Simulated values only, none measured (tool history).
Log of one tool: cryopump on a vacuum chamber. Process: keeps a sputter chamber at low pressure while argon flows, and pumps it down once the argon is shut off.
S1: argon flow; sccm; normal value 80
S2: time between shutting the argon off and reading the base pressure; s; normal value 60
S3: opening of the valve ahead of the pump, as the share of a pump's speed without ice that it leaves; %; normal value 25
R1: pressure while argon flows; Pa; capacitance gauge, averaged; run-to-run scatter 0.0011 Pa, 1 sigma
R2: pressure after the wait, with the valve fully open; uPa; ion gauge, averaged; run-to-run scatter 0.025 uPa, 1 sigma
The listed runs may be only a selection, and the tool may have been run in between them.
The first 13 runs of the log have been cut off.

Run 14, hour 411.0: usual settings. Result: R1 0.2857 Pa, R2 1.62 uPa.
At hour 437.2: pump warmed up, emptied and cooled again.
Run 15, hour 444.5: usual settings. Result: R1 0.2555 Pa, R2 1.40 uPa.
Run 16, hour 464.4: usual settings. Result: R1 0.2571 Pa, R2 1.35 uPa.
Run 17, hour 494.7: usual settings. Result: R1 0.2597 Pa, R2 1.42 uPa.
Run 18, hour 524.0: usual settings but S1 105 sccm. Result: R1 0.3394 Pa, R2 1.45 uPa.
Run 19, hour 549.5: usual settings but S2 51 s, S3 28 %. Result: R1 0.2329 Pa, R2 1.58 uPa.
Run 20, hour 582.1: usual settings but S2 51 s, S3 28 %. Result: R1 0.2352 Pa, R2 1.61 uPa.
Run 21, hour 605.0: usual settings but S2 149 s, S3 59 %. Result: R1 0.1171 Pa, R2 0.94 uPa.
Run 22, hour 640.9: usual settings but S2 149 s, S3 29 %. Result: R1 0.2327 Pa, R2 0.99 uPa.
Run 23, hour 676.0: usual settings but S2 281 s, S3 56 %. Result: R1 0.1276 Pa, R2 0.84 uPa.
Run 24, hour 706.3: usual settings but S1 106 sccm, S2 71 s, S3 36 %. Result: R1 0.2558 Pa, R2 1.43 uPa.
Run 25, hour 741.0: usual settings but S1 106 sccm, S2 71 s, S3 36 %. Result: R1 0.2577 Pa, R2 1.50 uPa.
Run 26, hour 763.2: usual settings but S1 106 sccm, S2 298 s, S3 17 %. Result: R1 0.5233 Pa, R2 0.93 uPa.
Run 27, hour 788.7: usual settings but S1 35 sccm, S3 28 %. Result: R1 0.1081 Pa, R2 1.65 uPa.

For run 28, what comes out?
Run 28, hour 820.3: usual settings but S1 35 sccm, S3 28 %. Result: R1 ?, R2 ?.

For run 28 the tool returned R1 0.1102 Pa, R2 1.66 uPa.
Minus the tool's unlogged condition, the same run would have read R1 0.0997 Pa, R2 1.01 uPa.
